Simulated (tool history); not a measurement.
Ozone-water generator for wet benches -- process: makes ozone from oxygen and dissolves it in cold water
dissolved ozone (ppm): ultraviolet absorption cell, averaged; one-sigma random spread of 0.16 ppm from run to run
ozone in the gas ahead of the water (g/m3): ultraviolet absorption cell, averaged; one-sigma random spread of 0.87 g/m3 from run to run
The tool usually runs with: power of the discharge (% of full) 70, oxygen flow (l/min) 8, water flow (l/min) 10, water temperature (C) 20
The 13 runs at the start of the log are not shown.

run    hour  power of the discharge (% of full)  oxygen flow (l/min)  water flow (l/min)  water temperature (C)  dissolved ozone (ppm)  ozone in the gas ahead of the water (g/m3)
 14   979.6                                  70                    8                  10                     20                   18.2                                       129.5
 15  1066.2                                  70                    8                  10                     20                   18.1                                       132.6
 16  1115.2                                  70                    8                  10                     20                   17.9                                       129.8
 17  1204.5                                  47                 7.03                  11                     21                   13.2                                       107.6
 18  1263.3                                  47                 7.03                  11                     21                   13.1                                       107.3
 19  1341.5                                  47                 7.03                  11                     21                   13.1                                       107.5
 20  1392.2                                  47                 8.79                   9                     21                   14.5                                          99
 21  1489.7                                  47                 8.79                   9                     21                   14.7                                        99.7
 22  1593.1                                  54                 8.79                   7                     15                   21.2                                       107.3
 23  1683.6                                  54                 4.29                  12                     27                   11.8                                       137.7
 24  1746.3                                  82                12.02                  12                     12                   20.1                                       123.5
 25  1832.5                                  48                 7.44                  12                     12                   14.9                                       106.3
 26  1875.4                                  49                    8                   6                     13                   23.1                                       104.8
 27  1933.3                                  73                    8                  11                     13                     20                                       132.3
 28  2030.3                                  70                 4.06                  10                     18                   18.6                                       163.7
 29  2106.1                                  70                 4.06                  10                     18                   18.7                                       164.3
 30  2205.9                                  68                 4.73                  10                     20                   17.6                                       151.7
 31  2293.4                                  68                 7.49                  10                     20                   17.3                                       127.7
 32  2394.1                                  70                 6.68                  12                     20                   15.6                                       135.7

Here are 4 independent what-if runs from the current tool condition. What would each one return?
  A  2490.3                                  70                    8                  14                     20                      ?                                           ?
  B  2490.3                                  72                 4.48                  12                     18                      ?                                           ?
  C  2490.3                                  79                    8                  10                     15                      ?                                           ?
  D  2490.3                                  58                 7.51                  10                     13                      ?                                           ?

run  dissolved ozone (ppm)  ozone in the gas ahead of the water (g/m3)
  A                   13.7                                         126
  B                     16                                       160.2
  C                   21.1                                       135.8
  D                   18.4                                         116
The same runs, with their run-to-run variation unchanged, on a tool lacking any hidden condition would have given:
run  dissolved ozone (ppm)  ozone in the gas ahead of the water (g/m3)
  A                   15.8                                       141.3
  B                   18.4                                         180
  C                   24.4                                       153.7
  D                   20.9                                       128.5
